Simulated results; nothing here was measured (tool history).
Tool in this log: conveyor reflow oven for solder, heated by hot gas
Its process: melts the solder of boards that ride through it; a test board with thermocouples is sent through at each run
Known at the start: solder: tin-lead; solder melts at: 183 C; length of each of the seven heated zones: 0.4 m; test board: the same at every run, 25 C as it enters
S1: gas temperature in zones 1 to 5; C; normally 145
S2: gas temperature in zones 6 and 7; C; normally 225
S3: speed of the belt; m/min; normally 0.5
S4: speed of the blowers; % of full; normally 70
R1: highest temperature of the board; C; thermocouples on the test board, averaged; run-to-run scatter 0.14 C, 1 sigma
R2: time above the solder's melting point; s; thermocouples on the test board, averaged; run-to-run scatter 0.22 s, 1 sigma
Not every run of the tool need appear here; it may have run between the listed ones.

run,hour,S1,S2,S3,S4,R1,R2
1,0,145,225,0.5,70,212.3,70.6
2,46.2,145,225,0.5,70,212.1,70.4
3,129,145,225,0.5,70,211.9,70.4
4,226.8,145,225,0.437,70,215.5,85.8
5,286.2,145,225,0.437,70,215.3,85.2
# hour 369.3: flux residue cleaned out of gas plates and filters
6,384.4,145,219,0.5,70,208,66
7,447.7,145,225,0.439,70,216.3,86.5
8,537.8,145,239,0.5,70,224.7,81.9
9,621.8,145,239,0.5,70,224.3,81.8
10,714.4,145,225,0.5,70,212.4,70.5
# hour 736.7: thermocouples of zones 6 and 7 changed
11,789.2,145,225,0.5,70,209.7,67.6
12,881.6,145,225,0.5,70,209.4,67.9
# hour 930: flux residue cleaned out of gas plates and filters
13,931.6,145,225,0.5,70,210.9,69.7
14,1020,145,225,0.5,70,210.5,69.3
15,1111.6,145,225,0.5,70,210.6,69
16,1180.3,145,225,0.5,70,210.4,69.3
17,1259.8,134,232,0.5,50,206,55.1
18,1328.6,134,232,0.5,50,205.7,54.3
19,1372.3,145,225,0.5,62,207.6,64.5
20,1445.1,145,232,0.5,62,213.3,71.4
# hour 1489.8: flux residue cleaned out of gas plates and filters
# hour 1506.5: belt drive overhauled, speed set with a stopwatch
21,1515.9,145,219,0.5,70,205.9,62
22,1589.5,145,214,0.594,88,201.2,46.8
23,1651.6,145,214,0.594,88,201.2,46.5
24,1721.2,155,214,0.594,55,194,34.4
25,1807.8,138,214,0.594,74,195.7,34
26,1897.5,138,214,0.594,74,195.7,33
27,1943.1,138,214,0.41,74,205.5,75.2
28,2028.4,133,227,0.431,78,215.6,81.4
# hour 2054.5: flux residue cleaned out of gas plates and filters
29,2088.4,160,225,0.5,56,210.1,75.6

Per-run results on a tool with no hidden state, each run keeping its own random variation:
The tool's hidden condition here consists of: heat that the gas passes to the board, % of a clean oven's; belt's true speed, % of the reading; true gas temperature in zones 6 and 7 over the reading, C; drift of the gauge itself on peak_c, C; drift of the gauge itself on liquid_s, %.
run,R1,R2
1,210.3,67.7
2,210.1,67.7
3,210.1,67.9
4,213.6,83.1
5,213.5,82.6
6,205.2,61.4
7,213.4,82.3
8,222,78.7
9,221.8,78.7
10,210,67
11,210.3,67.5
12,210.1,68
13,210.3,67.7
14,210,67.5
15,210.3,67.5
16,210.2,67.8
17,205.7,53.6
18,205.5,53
19,207.6,63.4
20,213.4,70.2
21,205.3,61.2
22,200.8,46.3
23,200.8,46.2
24,193.7,34.1
25,195.6,34.2
26,195.9,33.7
27,205.2,75.3
28,215.7,81.7
29,209,74
